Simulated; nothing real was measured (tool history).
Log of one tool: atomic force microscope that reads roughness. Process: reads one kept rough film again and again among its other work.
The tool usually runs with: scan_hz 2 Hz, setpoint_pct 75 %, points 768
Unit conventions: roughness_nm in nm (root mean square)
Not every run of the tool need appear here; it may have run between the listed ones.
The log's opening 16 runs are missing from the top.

Run 17, hour 657.4: usual settings. Result: roughness_nm 0.46 nm (root mean square).
At hour 677.3: new tip fitted.
Run 18, hour 682.6: usual settings. Result: roughness_nm 0.464 nm (root mean square).
Run 19, hour 740.5: usual settings. Result: roughness_nm 0.458 nm (root mean square).
At hour 784.4: new tip fitted.
Run 20, hour 792.5: usual settings but scan_hz 1 Hz. Result: roughness_nm 0.492 nm (root mean square).
Run 21, hour 845.8: usual settings but scan_hz 1.67 Hz, setpoint_pct 83 %. Result: roughness_nm 0.447 nm (root mean square).
At hour 891.4: new tip fitted.
Run 22, hour 903.9: usual settings but scan_hz 1.67 Hz, setpoint_pct 83 %. Result: roughness_nm 0.453 nm (root mean square).
Run 23, hour 958.5: usual settings but scan_hz 1.16 Hz, setpoint_pct 70 %, points 292. Result: roughness_nm 0.489 nm (root mean square).
Run 24, hour 987.3: usual settings but scan_hz 0.84 Hz, setpoint_pct 62 %, points 510. Result: roughness_nm 0.505 nm (root mean square).
At hour 996.6: new tip fitted.
Run 25, hour 1017.8: usual settings but points 562. Result: roughness_nm 0.463 nm (root mean square).
Run 26, hour 1054.7: usual settings but points 562. Result: roughness_nm 0.459 nm (root mean square).
Run 27, hour 1087.4: usual settings but points 562. Result: roughness_nm 0.456 nm (root mean square).
At hour 1103.9: new tip fitted.
Run 28, hour 1138.2: usual settings but scan_hz 3.91 Hz, setpoint_pct 65 %, points 285. Result: roughness_nm 0.455 nm (root mean square).
Run 29, hour 1180.4: usual settings but scan_hz 3.91 Hz, setpoint_pct 65 %, points 285. Result: roughness_nm 0.449 nm (root mean square).
At hour 1210.1: new tip fitted.
Run 30, hour 1227.1: usual settings but scan_hz 3.91 Hz, setpoint_pct 64 %, points 285. Result: roughness_nm 0.461 nm (root mean square).
Run 31, hour 1271.4: usual settings but scan_hz 2.04 Hz. Result: roughness_nm 0.458 nm (root mean square).
Run 32, hour 1310.3: usual settings but scan_hz 2.04 Hz. Result: roughness_nm 0.455 nm (root mean square).
At hour 1318.1: new tip fitted.
Run 33, hour 1343.9: usual settings but scan_hz 2.04 Hz. Result: roughness_nm 0.463 nm (root mean square).
Run 34, hour 1384.8: usual settings but scan_hz 1.28 Hz. Result: roughness_nm 0.479 nm (root mean square).
Run 35, hour 1412.3: usual settings but scan_hz 1.28 Hz. Result: roughness_nm 0.475 nm (root mean square).
At hour 1423.6: new tip fitted.
Run 36, hour 1456.7: usual settings but scan_hz 1.28 Hz. Result: roughness_nm 0.48 nm (root mean square).
Run 37, hour 1515.3: usual settings but setpoint_pct 84 %, points 559. Result: roughness_nm 0.427 nm (root mean square).

Predict each of these 3 candidate next runs independently; none follows another, all start after run 37:
At hour 1530.5: new tip fitted.
Run A, hour 1541.3: usual settings but setpoint_pct 77 %, points 860. Result: roughness_nm ?.
At hour 1530.5: new tip fitted.
Run B, hour 1541.3: usual settings but scan_hz 1.28 Hz, setpoint_pct 66 %, points 559. Result: roughness_nm ?.
At hour 1530.5: new tip fitted.
Run C, hour 1541.3: usual settings but scan_hz 2.38 Hz, setpoint_pct 80 %, points 320. Result: roughness_nm ?.

run  roughness_nm
  A         0.461
  B         0.502
  C          0.44
With no hidden state in the tool, these same runs would have given:
run  roughness_nm
  A         0.458
  B         0.498
  C         0.437

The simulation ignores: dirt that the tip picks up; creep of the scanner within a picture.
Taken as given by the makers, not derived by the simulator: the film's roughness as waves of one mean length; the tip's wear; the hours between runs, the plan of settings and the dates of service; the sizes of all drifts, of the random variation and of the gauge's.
